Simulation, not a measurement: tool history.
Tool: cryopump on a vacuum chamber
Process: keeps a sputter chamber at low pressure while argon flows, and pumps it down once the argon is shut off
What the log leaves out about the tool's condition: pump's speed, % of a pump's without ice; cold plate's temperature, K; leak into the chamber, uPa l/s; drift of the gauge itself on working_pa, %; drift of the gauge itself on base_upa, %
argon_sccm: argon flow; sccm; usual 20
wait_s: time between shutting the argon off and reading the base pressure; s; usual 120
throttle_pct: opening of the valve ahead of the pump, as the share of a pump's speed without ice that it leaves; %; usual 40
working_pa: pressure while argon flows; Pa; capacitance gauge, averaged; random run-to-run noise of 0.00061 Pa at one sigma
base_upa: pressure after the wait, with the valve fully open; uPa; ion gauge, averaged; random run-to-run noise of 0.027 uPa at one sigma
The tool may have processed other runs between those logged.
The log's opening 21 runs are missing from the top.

run	hour	argon_sccm	wait_s	throttle_pct	hours of work since the pump was warmed up and emptied	hours of work since the cold head was overhauled	hours of work since the chamber's fittings were tightened	working_pa	base_upa
22	1667.4	25	204	21	176	1215	2038	0.2097	1.79
23	1795.8	25	204	21	244	1283	2107	0.2088	1.89
24	1901.3	12	25	43	300	1340	2163	0.0503	5.91
25	1954.7	33	217	39	328	1368	2191	0.1511	1.97
26	2022.5	33	217	39	364	1404	2227	0.1513	2.08
27	2134.5	30	120	40	424	1463	2287	0.1368	2.44
28	2251.9	28	49	40	486	1526	2349	0.1266	3.77
29	2370.7	31	120	16	549	1589	2412	0.3437	2.58
30	2438	31	27	16	585	1625	2448	0.3436	5.79

Each row is a separate what-if for the run after 30, all from the same tool condition, not one after another. Results?
A	2492.1	20	120	38	614	1653	2477	?	?
B	2492.1	31	35	16	614	1653	2477	?	?
C	2492.1	28	120	40	614	1653	2477	?	?

run	working_pa	base_upa
A	0.0963	2.57
B	0.3452	4.73
C	0.1296	2.6
What these runs would have given with no unlogged condition in the tool:
run	working_pa	base_upa
A	0.0906	1.19
B	0.3364	3.37
C	0.1216	1.23

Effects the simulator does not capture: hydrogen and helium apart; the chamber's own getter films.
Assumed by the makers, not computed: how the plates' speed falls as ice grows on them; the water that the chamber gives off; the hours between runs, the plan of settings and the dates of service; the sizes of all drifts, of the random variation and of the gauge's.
